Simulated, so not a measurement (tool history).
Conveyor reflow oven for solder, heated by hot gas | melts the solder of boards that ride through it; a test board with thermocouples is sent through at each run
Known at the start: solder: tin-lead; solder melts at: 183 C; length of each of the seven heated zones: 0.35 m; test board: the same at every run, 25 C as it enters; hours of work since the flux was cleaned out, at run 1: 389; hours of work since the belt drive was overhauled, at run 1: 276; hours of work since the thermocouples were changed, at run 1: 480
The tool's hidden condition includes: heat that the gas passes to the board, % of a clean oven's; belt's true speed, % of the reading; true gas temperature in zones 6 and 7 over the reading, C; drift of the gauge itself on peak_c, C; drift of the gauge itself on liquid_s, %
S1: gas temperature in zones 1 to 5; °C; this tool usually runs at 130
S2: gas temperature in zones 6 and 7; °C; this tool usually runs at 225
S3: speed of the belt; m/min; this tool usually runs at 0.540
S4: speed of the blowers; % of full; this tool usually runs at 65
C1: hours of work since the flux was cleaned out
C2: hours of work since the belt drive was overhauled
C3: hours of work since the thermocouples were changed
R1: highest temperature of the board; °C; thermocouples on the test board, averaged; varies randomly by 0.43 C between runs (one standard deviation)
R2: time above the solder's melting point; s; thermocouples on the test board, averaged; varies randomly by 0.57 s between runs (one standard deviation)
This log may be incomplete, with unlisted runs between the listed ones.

run,day,S1,S2,S3,S4,C1,C2,C3,R1,R2
1,0.000,130,225,0.540,65,389,276,480,204.4,40.7
# day 0.750: flux residue cleaned out of gas plates and filters
2,0.917,130,225,0.540,65,2,284,488,208.1,47.2
3,1.571,130,225,0.540,65,9,292,495,207.4,45.6
4,2.083,130,225,0.540,65,15,297,500,208.1,46.6
5,2.808,130,225,0.462,65,23,305,509,213.3,62.8
6,3.188,130,225,0.462,65,27,310,513,212.2,61.3
7,3.775,130,225,0.462,65,34,316,519,211.5,62.1
8,4.396,130,225,0.540,65,41,323,526,207.7,46.5
# day 4.625: belt drive overhauled, speed set with a stopwatch
9,5.067,130,225,0.540,65,46,5,532,207.3,46.8
10,5.758,130,225,0.540,65,54,13,539,207.6,46.5
11,6.179,130,225,0.540,65,58,17,544,207.5,47.5
12,6.517,128,239,0.540,65,62,21,548,219.4,55.5
13,6.846,127,239,0.518,70,66,25,551,222.2,60.6
14,7.492,127,230,0.555,70,73,32,559,211.8,48.6
15,7.862,140,224,0.575,70,77,36,563,208.4,47.2
# day 8.138: belt drive overhauled, speed set with a stopwatch, once more
16,8.650,140,224,0.575,70,84,6,570,208.3,48.0
17,9.279,130,236,0.470,65,91,13,577,221.6,67.4
18,9.896,135,225,0.466,67,98,20,584,213.4,63.1
19,10.350,128,221,0.466,67,103,25,589,207.9,55.2
20,11.029,128,221,0.466,67,110,32,596,209.0,56.0
21,11.375,128,221,0.466,67,114,36,600,208.2,56.1

Here are 3 independent what-if runs from the current tool condition. What would each one return?
A,12.050,117,225,0.540,60,122,43,607,?,?
B,12.050,130,225,0.540,55,122,43,607,?,?
C,12.050,127,226,0.467,67,122,43,607,?,?

run,R1,R2
A,202.9,36.0
B,202.7,40.6
C,211.7,59.5
The same runs, with their run-to-run variation unchanged, on a tool lacking any hidden condition would have given:
run,R1,R2
A,203.6,37.2
B,203.1,41.6
C,211.9,60.3
